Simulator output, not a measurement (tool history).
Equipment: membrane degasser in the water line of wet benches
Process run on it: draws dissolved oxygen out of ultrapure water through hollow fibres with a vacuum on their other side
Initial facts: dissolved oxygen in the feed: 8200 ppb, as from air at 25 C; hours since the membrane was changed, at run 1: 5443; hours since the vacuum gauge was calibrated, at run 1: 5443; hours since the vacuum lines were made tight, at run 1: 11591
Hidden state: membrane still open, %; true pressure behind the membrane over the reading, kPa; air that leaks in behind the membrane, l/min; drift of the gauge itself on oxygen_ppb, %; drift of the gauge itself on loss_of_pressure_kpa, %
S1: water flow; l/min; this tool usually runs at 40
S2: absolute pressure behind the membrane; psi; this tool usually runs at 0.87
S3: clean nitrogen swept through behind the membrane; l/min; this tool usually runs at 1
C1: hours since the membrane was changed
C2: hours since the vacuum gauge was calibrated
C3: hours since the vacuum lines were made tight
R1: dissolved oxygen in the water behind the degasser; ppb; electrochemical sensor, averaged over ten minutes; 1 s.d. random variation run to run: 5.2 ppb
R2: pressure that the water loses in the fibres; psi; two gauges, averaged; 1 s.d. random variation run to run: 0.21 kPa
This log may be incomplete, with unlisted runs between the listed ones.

run	hour	S1	S2	S3	C1	C2	C3	R1	R2
1	0	40	0.87	1	5443	5443	11591	554.2	7.356
2	194.7	40	0.87	1	5638	5638	11785	559.2	7.32
3	421.7	40	0.87	1	5865	5865	12012	565.1	7.342
4	685	40	0.87	1	6128	6128	12276	565.3	7.349
# hour 780.7: vacuum gauge calibrated
5	913.8	40	0.87	1	6356	133	12504	573.4	7.377
6	1034.3	40	0.87	1	6477	254	12624	575.2	7.364
# hour 1265.1: seals of the vacuum lines changed
7	1300.5	40	0.87	1	6741	518	35	576.3	7.361
8	1423	40	0.87	1	6863	640	158	570	7.391
9	1550.5	40	0.638	1	6991	768	285	465.9	7.371
10	1769.4	40	0.638	1	7210	987	504	464.4	7.351
11	2034.7	40	0.87	1	7475	1252	770	571.1	7.445
# hour 2219.4: vacuum gauge calibrated, once more
12	2308.1	40	0.87	1	7748	89	1043	542.6	7.359
13	2526.8	40	0.87	1	7967	307	1261	545.5	7.31
14	2766.5	40	0.87	1	8206	547	1501	564.7	7.39
15	3012.1	40	0.87	1	8452	793	1747	554.3	7.416
16	3140.1	40	0.87	1	8580	921	1874	566.2	7.468
17	3384.1	40	0.87	1	8824	1165	2119	567.1	7.385
18	3600.5	40	0.87	1	9040	1381	2335	559.3	7.468
19	3864.4	32	0.87	1.71	9304	1645	2599	295.2	5.977
20	4105.9	40	0.944	0.59	9546	1886	2840	721.7	7.504
21	4256.3	40	0.83	1.07	9696	2037	2991	541	7.493
22	4431.3	33	2.031	1	9871	2212	3166	876.1	6.176
23	4544.5	33	2.031	1	9984	2325	3279	883.6	6.174
24	4733	33	2.031	1	10173	2514	3467	865.9	6.134
25	4960.6	29	1.832	1.93	10400	2741	3695	440.9	5.446
26	5195.3	29	0.524	0.81	10635	2976	3930	174.6	5.455
27	5448.8	54	0.87	1	10889	3229	4183	960	10.145
28	5703.3	56	0.982	1	11143	3484	4438	1096.5	10.469
29	5830.1	49	1.21	1	11270	3611	4564	1035.8	9.163

Expected results for the next run?
30	5951.6	40	2.107	1.17	11391	3732	4686	?	?

R1: 1036.8 ppb
R2: 7.543 psi
Were there no unlogged condition in the tool, this run, its random variation unchanged, would have produced R1 981.8 ppb, R2 7.159 psi.
